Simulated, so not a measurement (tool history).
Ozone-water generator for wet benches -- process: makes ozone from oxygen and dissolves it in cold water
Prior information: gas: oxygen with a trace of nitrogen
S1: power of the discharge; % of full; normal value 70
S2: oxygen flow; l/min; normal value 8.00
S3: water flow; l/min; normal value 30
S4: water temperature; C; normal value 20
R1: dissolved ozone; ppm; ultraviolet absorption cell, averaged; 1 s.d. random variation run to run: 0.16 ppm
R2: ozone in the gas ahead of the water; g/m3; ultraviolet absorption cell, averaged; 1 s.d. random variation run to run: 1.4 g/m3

Run 1, day 0.000: usual settings. Result: R1 19.4 ppm, R2 251.3 g/m3.
Run 2, day 4.492: usual settings. Result: R1 19.8 ppm, R2 252.5 g/m3.
At day 5.096: water thermometer calibrated.
Run 3, day 8.054: usual settings. Result: R1 19.7 ppm, R2 255.5 g/m3.
Run 4, day 12.783: usual settings but S3 36 l/min. Result: R1 16.6 ppm, R2 252.2 g/m3.
Run 5, day 17.367: usual settings but S1 89 % of full. Result: R1 23.5 ppm, R2 302.9 g/m3.
Run 6, day 21.733: usual settings but S1 89 % of full. Result: R1 23.4 ppm, R2 302.6 g/m3.
Run 7, day 23.646: usual settings but S1 89 % of full. Result: R1 23.4 ppm, R2 304.8 g/m3.
Run 8, day 26.558: usual settings. Result: R1 19.2 ppm, R2 252.6 g/m3.
Run 9, day 30.688: usual settings. Result: R1 19.3 ppm, R2 248.4 g/m3.
Run 10, day 34.708: usual settings. Result: R1 19.1 ppm, R2 250.1 g/m3.
Run 11, day 37.554: usual settings. Result: R1 19.2 ppm, R2 250.4 g/m3.
Run 12, day 42.196: usual settings but S1 59 % of full. Result: R1 16.6 ppm, R2 218.4 g/m3.
Run 13, day 45.604: usual settings but S2 7.05 l/min. Result: R1 19.2 ppm, R2 267.9 g/m3.
Run 14, day 50.138: usual settings but S3 26 l/min. Result: R1 21.5 ppm, R2 249.4 g/m3.
Run 15, day 52.667: usual settings but S1 56 % of full. Result: R1 15.7 ppm, R2 207.1 g/m3.
Run 16, day 55.812: usual settings but S1 56 % of full. Result: R1 15.7 ppm, R2 207.8 g/m3.
Run 17, day 58.542: usual settings but S3 34 l/min. Result: R1 17.2 ppm, R2 249.1 g/m3.
Run 18, day 62.279: usual settings but S3 34 l/min. Result: R1 17.1 ppm, R2 246.5 g/m3.
Run 19, day 66.779: usual settings but S1 64 % of full, S2 8.38 l/min, S3 26 l/min, S4 23 C. Result: R1 18.5 ppm, R2 226.6 g/m3.
Run 20, day 69.392: usual settings but S3 33 l/min. Result: R1 17.3 ppm, R2 244.6 g/m3.
Run 21, day 72.262: usual settings but S1 55 % of full, S3 20 l/min, S4 16 C. Result: R1 22.4 ppm, R2 204.3 g/m3.
Run 22, day 75.204: usual settings but S1 55 % of full, S3 20 l/min, S4 16 C. Result: R1 22.6 ppm, R2 205.0 g/m3.
Run 23, day 78.596: usual settings but S2 9.70 l/min, S3 31 l/min. Result: R1 18.2 ppm, R2 224.3 g/m3.
Run 24, day 82.246: usual settings but S2 4.11 l/min, S3 31 l/min, S4 14 C. Result: R1 18.0 ppm, R2 345.7 g/m3.
Run 25, day 86.008: usual settings but S2 8.39 l/min, S3 35 l/min. Result: R1 16.5 ppm, R2 240.7 g/m3.
Run 26, day 89.958: usual settings but S2 8.39 l/min, S3 35 l/min. Result: R1 16.4 ppm, R2 238.3 g/m3.
Run 27, day 93.862: usual settings but S1 71 % of full, S2 6.99 l/min, S3 24 l/min, S4 25 C. Result: R1 20.5 ppm, R2 267.1 g/m3.
Run 28, day 97.121: usual settings but S1 71 % of full, S2 6.99 l/min, S3 24 l/min, S4 25 C. Result: R1 20.8 ppm, R2 264.7 g/m3.
Run 29, day 99.246: usual settings but S2 7.84 l/min, S3 20 l/min. Result: R1 25.1 ppm, R2 247.1 g/m3.
Run 30, day 101.154: usual settings but S2 7.84 l/min, S3 20 l/min. Result: R1 24.7 ppm, R2 246.8 g/m3.
Run 31, day 104.754: usual settings but S1 69 % of full, S2 7.84 l/min, S3 45 l/min. Result: R1 12.9 ppm, R2 246.7 g/m3.
Run 32, day 107.617: usual settings but S1 69 % of full, S2 7.84 l/min, S3 45 l/min. Result: R1 12.8 ppm, R2 242.3 g/m3.
Run 33, day 110.696: usual settings but S1 45 % of full, S3 48 l/min. Result: R1 8.6 ppm, R2 173.3 g/m3.
Run 34, day 113.408: usual settings but S1 45 % of full, S3 48 l/min. Result: R1 8.5 ppm, R2 171.0 g/m3.

For some of the steps in R1 from one run to the next: how much would appear even if the tool had no hidden state, given the settings, what came in and random variation, and how much remains for the hidden state plus any gauge scatter that the measured result and the result without hidden state don't share?
The tool's hidden condition here consists of: yield of the discharge, % of new electrodes'; contactor's efficiency, % of a clean one's; true water temperature over the reading, C; drift of the gauge itself on ozone_ppm, %; drift of the gauge itself on gas_g_m3, %.
Run 4 -> 5: S1 70 -> 89, S3 36 -> 30. R1 +6.9 ppm: hidden state -0.3, all else +7.2.
Run 14 -> 15: S1 70 -> 56, S3 26 -> 30. R1 -5.8 ppm: hidden state +0.2, all else -6.0.
Run 28 -> 29: S1 71 -> 70, S2 6.99 -> 7.84, S3 24 -> 20, S4 25 -> 20. R1 +4.3 ppm: hidden state -0.4, all else +4.7.
Run 30 -> 31: S1 70 -> 69, S3 20 -> 45. R1 -11.8 ppm: hidden state +0.8, all else -12.6.
Run 32 -> 33: S1 69 -> 45, S2 7.84 -> 8.00, S3 45 -> 48. R1 -4.2 ppm: hidden state +0.4, all else -4.6.

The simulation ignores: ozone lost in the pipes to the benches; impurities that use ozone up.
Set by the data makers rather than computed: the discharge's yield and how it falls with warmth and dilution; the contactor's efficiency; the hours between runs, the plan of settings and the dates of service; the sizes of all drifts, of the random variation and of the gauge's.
